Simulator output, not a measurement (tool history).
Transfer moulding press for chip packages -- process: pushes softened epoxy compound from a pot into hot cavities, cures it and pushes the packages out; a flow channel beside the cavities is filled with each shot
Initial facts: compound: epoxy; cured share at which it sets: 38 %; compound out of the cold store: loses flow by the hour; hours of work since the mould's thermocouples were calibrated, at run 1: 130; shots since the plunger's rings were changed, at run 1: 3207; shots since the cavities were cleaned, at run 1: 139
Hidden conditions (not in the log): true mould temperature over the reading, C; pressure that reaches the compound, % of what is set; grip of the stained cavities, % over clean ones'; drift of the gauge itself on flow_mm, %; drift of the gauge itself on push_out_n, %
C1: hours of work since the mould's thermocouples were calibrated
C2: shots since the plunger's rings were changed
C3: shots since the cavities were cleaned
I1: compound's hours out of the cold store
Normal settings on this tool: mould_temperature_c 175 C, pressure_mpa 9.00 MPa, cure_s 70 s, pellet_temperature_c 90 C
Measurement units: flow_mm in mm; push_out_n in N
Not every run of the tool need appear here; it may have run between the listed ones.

Run 1, hour 0.0: usual settings; C1 130; C2 3207; C3 139; I1 31.3. Result: flow_mm 560 mm, push_out_n 711 N.
Run 2, hour 15.4: usual settings; C1 142; C2 3498; C3 430; I1 26.8. Result: flow_mm 564 mm, push_out_n 806 N.
At hour 37.7: plunger's sealing rings changed.
Run 3, hour 44.2: usual settings; C1 162; C2 125; C3 930; I1 42.1. Result: flow_mm 557 mm, push_out_n 904 N.
At hour 48.0: cavities cleaned with cleaning compound and waxed.
Run 4, hour 68.9: usual settings; C1 180; C2 563; C3 395; I1 14.4. Result: flow_mm 591 mm, push_out_n 832 N.
Run 5, hour 96.6: usual settings but cure_s 105 s; C1 201; C2 1089; C3 921; I1 32.8. Result: flow_mm 565 mm, push_out_n 642 N.
At hour 99.9: cavities cleaned with cleaning compound and waxed.
Run 6, hour 129.6: usual settings but pressure_mpa 10.27 MPa; C1 225; C2 1687; C3 564; I1 26.6. Result: flow_mm 609 mm, push_out_n 832 N.
At hour 151.3: cavities cleaned with cleaning compound and waxed.
Run 7, hour 152.6: usual settings but pressure_mpa 10.27 MPa; C1 242; C2 2094; C3 24; I1 44.7. Result: flow_mm 584 mm, push_out_n 637 N.
Run 8, hour 166.6: usual settings; C1 253; C2 2360; C3 290; I1 22.3. Result: flow_mm 574 mm, push_out_n 796 N.
Run 9, hour 193.3: usual settings but pressure_mpa 8.31 MPa; C1 273; C2 2867; C3 797; I1 19.6. Result: flow_mm 553 mm, push_out_n 900 N.
At hour 203.4: cavities cleaned with cleaning compound and waxed.
Run 10, hour 220.4: usual settings but pressure_mpa 8.31 MPa; C1 293; C2 3351; C3 321; I1 40.1. Result: flow_mm 522 mm, push_out_n 764 N.
At hour 250.3: plunger's sealing rings changed.
Run 11, hour 250.3: usual settings but pressure_mpa 8.31 MPa; C1 314; C2 0; C3 842; I1 15.9. Result: flow_mm 572 mm, push_out_n 948 N.
At hour 254.3: mould's thermocouples calibrated.
At hour 261.4: cavities cleaned with cleaning compound and waxed.
Run 12, hour 275.6: usual settings but pressure_mpa 8.31 MPa; C1 15; C2 413; C3 270; I1 26.3. Result: flow_mm 554 mm, push_out_n 773 N.
Run 13, hour 304.9: usual settings; C1 38; C2 969; C3 826; I1 40.9. Result: flow_mm 555 mm, push_out_n 908 N.
At hour 313.1: cavities cleaned with cleaning compound and waxed.
Run 14, hour 332.1: usual settings; C1 57; C2 1455; C3 361; I1 47.1. Result: flow_mm 546 mm, push_out_n 820 N.
Run 15, hour 360.4: usual settings but mould_temperature_c 182 C; C1 79; C2 1992; C3 898; I1 11.8. Result: flow_mm 575 mm, push_out_n 691 N.
At hour 364.5: cavities cleaned with cleaning compound and waxed.
Run 16, hour 393.5: usual settings but mould_temperature_c 182 C; C1 104; C2 2592; C3 550; I1 21.0. Result: flow_mm 560 mm, push_out_n 631 N.
Run 17, hour 408.9: usual settings but mould_temperature_c 172 C, pressure_mpa 9.88 MPa; C1 115; C2 2884; C3 842; I1 11.4. Result: flow_mm 622 mm, push_out_n 1217 N.
At hour 416.7: cavities cleaned with cleaning compound and waxed.
Run 18, hour 430.6: usual settings but pellet_temperature_c 95 C; C1 131; C2 3267; C3 264; I1 42.7. Result: flow_mm 542 mm, push_out_n 747 N.
Run 19, hour 456.8: usual settings but mould_temperature_c 177 C, pressure_mpa 9.68 MPa, cure_s 61 s, pellet_temperature_c 92 C; C1 151; C2 3763; C3 760; I1 21.5. Result: flow_mm 588 mm, push_out_n 1052 N.
At hour 465.8: plunger's sealing rings changed.
At hour 471.4: cavities cleaned with cleaning compound and waxed.
Run 20, hour 487.2: usual settings but mould_temperature_c 176 C, pressure_mpa 9.94 MPa, cure_s 62 s, pellet_temperature_c 95 C; C1 171; C2 376; C3 299; I1 25.2. Result: flow_mm 602 mm, push_out_n 946 N.
Run 21, hour 517.8: usual settings but mould_temperature_c 177 C, pressure_mpa 9.36 MPa, cure_s 97 s; C1 195; C2 957; C3 880; I1 24.3. Result: flow_mm 582 mm, push_out_n 633 N.
At hour 524.0: cavities cleaned with cleaning compound and waxed.
Run 22, hour 534.1: usual settings but pressure_mpa 7.71 MPa, cure_s 56 s; C1 206; C2 1238; C3 191; I1 31.7. Result: flow_mm 520 mm, push_out_n 1289 N.
Run 23, hour 556.2: usual settings but pressure_mpa 7.71 MPa, cure_s 56 s; C1 223; C2 1658; C3 611; I1 30.3. Result: flow_mm 522 mm, push_out_n 1493 N.
Run 24, hour 573.3: usual settings but pressure_mpa 7.71 MPa, cure_s 56 s; C1 236; C2 1981; C3 934; I1 21.8. Result: flow_mm 531 mm, push_out_n 1643 N.
At hour 576.6: cavities cleaned with cleaning compound and waxed.
Run 25, hour 595.2: usual settings but mould_temperature_c 169 C, cure_s 102 s, pellet_temperature_c 93 C; C1 252; C2 2368; C3 353; I1 36.8. Result: flow_mm 566 mm, push_out_n 623 N.
Run 26, hour 620.1: usual settings but mould_temperature_c 169 C, cure_s 102 s, pellet_temperature_c 93 C; C1 271; C2 2841; C3 826; I1 20.1. Result: flow_mm 586 mm, push_out_n 701 N.
At hour 628.3: cavities cleaned with cleaning compound and waxed.
Run 27, hour 646.7: usual settings but cure_s 85 s; C1 291; C2 3317; C3 349; I1 33.9. Result: flow_mm 553 mm, push_out_n 590 N.
Run 28, hour 669.8: usual settings but cure_s 85 s; C1 308; C2 3755; C3 787; I1 25.2. Result: flow_mm 561 mm, push_out_n 693 N.
At hour 678.4: plunger's sealing rings changed.
At hour 684.2: mould's thermocouples calibrated.
At hour 685.7: cavities cleaned with cleaning compound and waxed.
Run 29, hour 692.5: usual settings but mould_temperature_c 177 C, pressure_mpa 9.16 MPa, cure_s 92 s, pellet_temperature_c 97 C; C1 5; C2 201; C3 128; I1 19.9. Result: flow_mm 587 mm, push_out_n 493 N.

Forecast each of these 3 alternatives for the next run:
Run A, hour 710.1: usual settings but mould_temperature_c 169 C, pressure_mpa 10.48 MPa, cure_s 56 s, pellet_temperature_c 97 C; C1 19; C2 535; C3 462; I1 34.1. Result: flow_mm ?, push_out_n ?.
Run B, hour 710.1: usual settings but mould_temperature_c 177 C, pressure_mpa 7.84 MPa, cure_s 66 s, pellet_temperature_c 97 C; C1 19; C2 535; C3 462; I1 17.1. Result: flow_mm ?, push_out_n ?.
Run C, hour 710.1: usual settings but mould_temperature_c 177 C, pressure_mpa 10.03 MPa, cure_s 50 s, pellet_temperature_c 97 C; C1 19; C2 535; C3 462; I1 16.1. Result: flow_mm ?, push_out_n ?.

run  flow_mm  push_out_n
  A      621        2141
  B      546         799
  C      619        1659
With the hidden condition removed and each run's random variation left untouched, the same runs would have given:
run  flow_mm  push_out_n
  A      624        1644
  B      549         614
  C      622        1277

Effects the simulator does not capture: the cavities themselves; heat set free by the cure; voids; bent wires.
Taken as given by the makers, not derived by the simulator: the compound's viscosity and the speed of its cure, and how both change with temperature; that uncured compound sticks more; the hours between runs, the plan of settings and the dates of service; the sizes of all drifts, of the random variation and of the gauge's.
